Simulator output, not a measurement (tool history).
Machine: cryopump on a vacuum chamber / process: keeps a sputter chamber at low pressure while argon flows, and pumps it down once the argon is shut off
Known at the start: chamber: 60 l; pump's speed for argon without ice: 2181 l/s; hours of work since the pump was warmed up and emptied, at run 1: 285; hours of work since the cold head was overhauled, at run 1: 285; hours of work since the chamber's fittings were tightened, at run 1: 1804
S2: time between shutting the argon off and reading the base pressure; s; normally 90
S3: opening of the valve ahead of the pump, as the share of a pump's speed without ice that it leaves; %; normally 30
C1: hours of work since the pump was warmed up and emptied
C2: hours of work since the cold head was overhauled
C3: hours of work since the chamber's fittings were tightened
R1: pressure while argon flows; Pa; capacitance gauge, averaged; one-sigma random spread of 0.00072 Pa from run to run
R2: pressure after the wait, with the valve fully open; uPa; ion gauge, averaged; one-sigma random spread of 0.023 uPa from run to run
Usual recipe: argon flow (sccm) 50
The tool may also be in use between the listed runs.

run 1 hour=0 | argon_flow_(sccm)=50 S2=90 S3=30 | C1=285 C2=285 C3=1804 | R1=0.1315 R2=1.55
run 2 hour=10.2 | argon_flow_(sccm)=50 S2=90 S3=17 | C1=291 C2=291 C3=1809 | R1=0.2296 R2=1.54
run 3 hour=29.7 | argon_flow_(sccm)=50 S2=90 S3=30 | C1=302 C2=302 C3=1820 | R1=0.1328 R2=1.55
run 4 hour=39.5 | argon_flow_(sccm)=50 S2=90 S3=30 | C1=307 C2=307 C3=1826 | R1=0.1331 R2=1.6
run 5 hour=53.3 | argon_flow_(sccm)=50 S2=90 S3=17 | C1=315 C2=315 C3=1833 | R1=0.2308 R2=1.64
run 6 hour=74.5 | argon_flow_(sccm)=50 S2=34 S3=30 | C1=327 C2=327 C3=1845 | R1=0.1328 R2=2.58
run 7 hour=90 | argon_flow_(sccm)=50 S2=34 S3=30 | C1=336 C2=336 C3=1854 | R1=0.1329 R2=2.59
run 8 hour=112.3 | argon_flow_(sccm)=50 S2=34 S3=30 | C1=348 C2=348 C3=1866 | R1=0.1319 R2=2.63
run 9 hour=129 | argon_flow_(sccm)=50 S2=34 S3=30 | C1=357 C2=357 C3=1876 | R1=0.1332 R2=2.6
run 10 hour=145 | argon_flow_(sccm)=50 S2=34 S3=30 | C1=366 C2=366 C3=1885 | R1=0.1335 R2=2.59
run 11 hour=164.1 | argon_flow_(sccm)=50 S2=34 S3=30 | C1=377 C2=377 C3=1895 | R1=0.1326 R2=2.61
run 12 hour=174.4 | argon_flow_(sccm)=50 S2=34 S3=30 | C1=383 C2=383 C3=1901 | R1=0.133 R2=2.56
run 13 hour=184.8 | argon_flow_(sccm)=50 S2=34 S3=30 | C1=389 C2=389 C3=1907 | R1=0.1341 R2=2.57
run 14 hour=197.7 | argon_flow_(sccm)=23 S2=46 S3=41 | C1=396 C2=396 C3=1914 | R1=0.0449 R2=2.19
run 15 hour=219.4 | argon_flow_(sccm)=23 S2=46 S3=41 | C1=408 C2=408 C3=1926 | R1=0.0458 R2=2.2
run 16 hour=230.6 | argon_flow_(sccm)=23 S2=46 S3=41 | C1=414 C2=414 C3=1933 | R1=0.0461 R2=2.14
run 17 hour=252.3 | argon_flow_(sccm)=22 S2=90 S3=30 | C1=426 C2=426 C3=1945 | R1=0.0593 R2=1.65
run 18 hour=268.8 | argon_flow_(sccm)=20 S2=26 S3=54 | C1=436 C2=436 C3=1954 | R1=0.0304 R2=3.1
run 19 hour=278.7 | argon_flow_(sccm)=20 S2=26 S3=54 | C1=441 C2=441 C3=1959 | R1=0.0309 R2=3.11
run 20 hour=296 | argon_flow_(sccm)=31 S2=68 S3=31 | C1=451 C2=451 C3=1969 | R1=0.0797 R2=1.87
run 21 hour=318.8 | argon_flow_(sccm)=97 S2=90 S3=19 | C1=463 C2=463 C3=1982 | R1=0.4051 R2=1.67
run 22 hour=329.5 | argon_flow_(sccm)=97 S2=90 S3=19 | C1=469 C2=469 C3=1988 | R1=0.4067 R2=1.69
run 23 hour=344.4 | argon_flow_(sccm)=97 S2=90 S3=19 | C1=478 C2=478 C3=1996 | R1=0.4033 R2=1.71
run 24 hour=361.4 | argon_flow_(sccm)=30 S2=290 S3=21 | C1=487 C2=487 C3=2006 | R1=0.1133 R2=1.28
run 25 hour=376.4 | argon_flow_(sccm)=26 S2=61 S3=26 | C1=496 C2=496 C3=2014 | R1=0.0809 R2=1.97
run 26 hour=386.5 | argon_flow_(sccm)=87 S2=66 S3=30 | C1=501 C2=501 C3=2020 | R1=0.2334 R2=1.9

3 options for the next run, each taken on its own from the tool as it stands now. Forecast them:
-- hour=400.8 leaking fittings of the chamber tightened, without venting
run A hour=403 | argon_flow_(sccm)=55 S2=35 S3=30 | C1=509 C2=509 C3=1 | R1=? R2=?
-- hour=400.8 leaking fittings of the chamber tightened, without venting
run B hour=403 | argon_flow_(sccm)=25 S2=90 S3=41 | C1=509 C2=509 C3=1 | R1=? R2=?
-- hour=400.8 leaking fittings of the chamber tightened, without venting
run C hour=403 | argon_flow_(sccm)=100 S2=153 S3=30 | C1=509 C2=509 C3=1 | R1=? R2=?

run=A R1=0.1478 R2=1.71
run=B R1=0.0496 R2=0.81
run=C R1=0.2691 R2=0.55
Stripped of hidden state, with their random variation kept, the same runs would have yielded:
run=A R1=0.1417 R2=1.68
run=B R1=0.0469 R2=0.79
run=C R1=0.2582 R2=0.52

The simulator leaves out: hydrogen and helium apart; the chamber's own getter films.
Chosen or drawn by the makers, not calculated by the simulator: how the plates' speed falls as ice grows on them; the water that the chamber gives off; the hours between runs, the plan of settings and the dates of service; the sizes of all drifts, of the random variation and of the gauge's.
